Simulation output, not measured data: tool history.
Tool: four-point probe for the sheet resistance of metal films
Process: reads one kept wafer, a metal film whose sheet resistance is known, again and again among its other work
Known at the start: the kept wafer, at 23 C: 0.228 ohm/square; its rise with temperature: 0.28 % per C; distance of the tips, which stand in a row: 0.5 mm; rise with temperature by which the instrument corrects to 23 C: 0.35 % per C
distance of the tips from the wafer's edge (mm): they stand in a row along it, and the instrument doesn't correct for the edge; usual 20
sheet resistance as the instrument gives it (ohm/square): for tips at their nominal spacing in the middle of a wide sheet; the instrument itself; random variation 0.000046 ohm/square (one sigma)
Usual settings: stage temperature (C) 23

run	hour	stage temperature (C)	distance of the tips from the wafer's edge (mm)	sheet resistance as the instrument gives it (ohm/square)
1	0.0	23	20	0.228047
2	15.7	23	20	0.228068
3	25.9	23	20	0.227982
4	42.8	23	20	0.227963
5	57.8	23	20	0.228017
6	73.5	23	20	0.228036
7	84.9	23	20	0.228019
8	93.5	23	20	0.227981
9	103.9	23	20	0.228062
10	115.4	23	18	0.227992
11	128.0	23	9	0.228345
12	136.8	27	20	0.227362
13	148.7	31	20	0.226693
14	156.8	33	37	0.226419
15	165.3	34	5	0.227336
16	181.8	34	5	0.227476
17	191.0	34	9	0.226556
18	204.5	27	10	0.227570
19	217.9	27	10	0.227570
20	234.8	22	10	0.228318
21	248.0	21	15	0.228267
22	264.8	21	15	0.228335
23	278.1	31	16	0.226696
24	286.8	31	16	0.226757

Some steps in sheet resistance as the instrument gives it (ohm/square) between neighbouring runs. How much of each would the tool show without its hidden state too (settings, what came in, random variation), and how much is left for the hidden state, with any gauge scatter that isn't in both results?
The hidden state here: inner tips' distance over the nominal, %; tips' flats over new ones', %; wafer's true temperature over the reading, C; drift of the gauge itself on sheet_ohm, %.
Run 3 -> 4: no setting changed, nothing entered. sheet resistance as the instrument gives it (ohm/square) -0.000019: hidden state -0.000008, all else -0.000011.
Run 17 -> 18: stage temperature (C) 34 -> 27, distance of the tips from the wafer's edge (mm) 9 -> 10. sheet resistance as the instrument gives it (ohm/square) +0.001014: hidden state -0.000009, all else +0.001023.
Run 22 -> 23: stage temperature (C) 21 -> 31, distance of the tips from the wafer's edge (mm) 15 -> 16. sheet resistance as the instrument gives it (ohm/square) -0.001639: hidden state -0.000003, all else -0.001636.

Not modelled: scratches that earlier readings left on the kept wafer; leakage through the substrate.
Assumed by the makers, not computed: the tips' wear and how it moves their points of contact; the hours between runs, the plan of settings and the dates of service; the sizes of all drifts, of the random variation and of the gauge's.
